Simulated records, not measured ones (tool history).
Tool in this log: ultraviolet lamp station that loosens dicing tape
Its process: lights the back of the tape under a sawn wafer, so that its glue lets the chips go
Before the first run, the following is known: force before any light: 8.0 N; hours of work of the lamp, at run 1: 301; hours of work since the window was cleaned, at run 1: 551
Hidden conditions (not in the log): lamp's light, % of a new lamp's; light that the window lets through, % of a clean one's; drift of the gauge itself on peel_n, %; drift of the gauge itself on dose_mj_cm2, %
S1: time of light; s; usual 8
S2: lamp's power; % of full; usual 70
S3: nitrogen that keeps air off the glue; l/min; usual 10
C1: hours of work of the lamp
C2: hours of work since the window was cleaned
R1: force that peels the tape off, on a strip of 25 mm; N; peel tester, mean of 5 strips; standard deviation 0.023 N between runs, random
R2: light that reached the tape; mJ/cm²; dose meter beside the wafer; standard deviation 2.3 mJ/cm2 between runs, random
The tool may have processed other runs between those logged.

run	hour	S1	S2	S3	C1	C2	R1	R2
1	0	8	70	10	301	551	1.138	213
2	16.7	8	70	10	309	559	1.15	209
# hour 23.3: window cleaned of glue's vapour
3	46.2	8	70	7	322	10	1.414	211
4	68.4	8	70	7	332	20	1.436	213
5	98	8	70	7	345	34	1.368	214
6	119.6	8	70	7	354	43	1.412	214
7	144.5	8	70	7	366	54	1.381	212
8	160.2	8	70	10	373	61	1.124	213
9	185.8	8	70	10	384	73	1.144	211
10	212.3	12	75	3	396	85	0.994	339
11	232.8	4	70	10	405	94	2.955	105
12	261.2	10	71	10	418	107	0.698	271
13	285.8	14	62	10	429	118	0.421	330
14	300.3	14	62	10	436	124	0.426	327
15	326.4	6	62	10	447	136	2.211	137
16	352.6	6	62	10	459	148	2.156	139
17	368.3	6	62	10	466	155	2.133	141
18	389.3	13	84	9	475	164	0.251	410

4 options for the next run, each taken on its own from the tool as it stands now. Forecast them:
A	405.7	6	70	11	483	172	?	?
B	405.7	8	82	4	483	172	?	?
C	405.7	8	87	10	483	172	?	?
D	405.7	7	63	15	483	172	?	?

run	R1	R2
A	1.755	158
B	1.512	254
C	0.713	262
D	1.414	168
Stripped of hidden state, with their random variation kept, the same runs would have yielded:
run	R1	R2
A	1.75	158
B	1.507	254
C	0.711	263
D	1.41	169
